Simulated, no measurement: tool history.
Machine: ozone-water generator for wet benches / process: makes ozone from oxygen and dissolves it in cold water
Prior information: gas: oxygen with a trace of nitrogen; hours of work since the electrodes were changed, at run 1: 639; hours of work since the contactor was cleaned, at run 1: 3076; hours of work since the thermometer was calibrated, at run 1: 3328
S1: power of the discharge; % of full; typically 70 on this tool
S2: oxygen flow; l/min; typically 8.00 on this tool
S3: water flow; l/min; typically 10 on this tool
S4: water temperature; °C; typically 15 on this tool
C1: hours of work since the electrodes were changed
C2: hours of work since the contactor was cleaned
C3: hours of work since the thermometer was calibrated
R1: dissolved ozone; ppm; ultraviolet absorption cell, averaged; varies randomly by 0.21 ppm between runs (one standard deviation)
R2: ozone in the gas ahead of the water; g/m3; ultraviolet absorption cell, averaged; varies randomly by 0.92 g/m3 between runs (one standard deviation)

run,hour,S1,S2,S3,S4,C1,C2,C3,R1,R2
1,0.0,70,8.00,10,15,639,3076,3328,27.9,154.6
2,24.9,70,8.00,10,15,656,3093,3345,28.3,152.8
3,45.9,70,8.00,10,15,670,3107,3359,28.2,154.1
4,70.6,70,8.00,10,15,686,3123,3375,28.3,153.0
5,94.7,70,8.00,10,15,702,3139,3391,28.2,153.7
6,112.8,42,8.00,10,15,714,3151,3403,18.5,100.2
7,132.4,70,4.04,14,15,727,3164,3416,20.2,197.0
8,161.2,84,8.00,10,13,747,3183,3435,34.0,178.8
9,184.4,84,11.19,10,8,762,3199,3451,37.3,158.9
10,214.0,84,11.19,10,8,782,3219,3471,37.3,158.3
11,249.0,84,11.19,10,8,805,3242,3494,37.4,156.8

Here are 3 independent what-if runs from the current tool condition. What would each one return?
A,276.5,70,8.00,13,14,823,3260,3512,?,?
B,276.5,95,11.19,15,15,823,3260,3512,?,?
C,276.5,90,11.19,10,8,823,3260,3512,?,?

run,R1,R2
A,23.7,154.1
B,26.6,176.0
C,39.4,167.5
Take away the tool's hidden state, keep each run's random variation, and the runs would have read:
run,R1,R2
A,25.5,156.7
B,28.9,179.8
C,42.3,170.9

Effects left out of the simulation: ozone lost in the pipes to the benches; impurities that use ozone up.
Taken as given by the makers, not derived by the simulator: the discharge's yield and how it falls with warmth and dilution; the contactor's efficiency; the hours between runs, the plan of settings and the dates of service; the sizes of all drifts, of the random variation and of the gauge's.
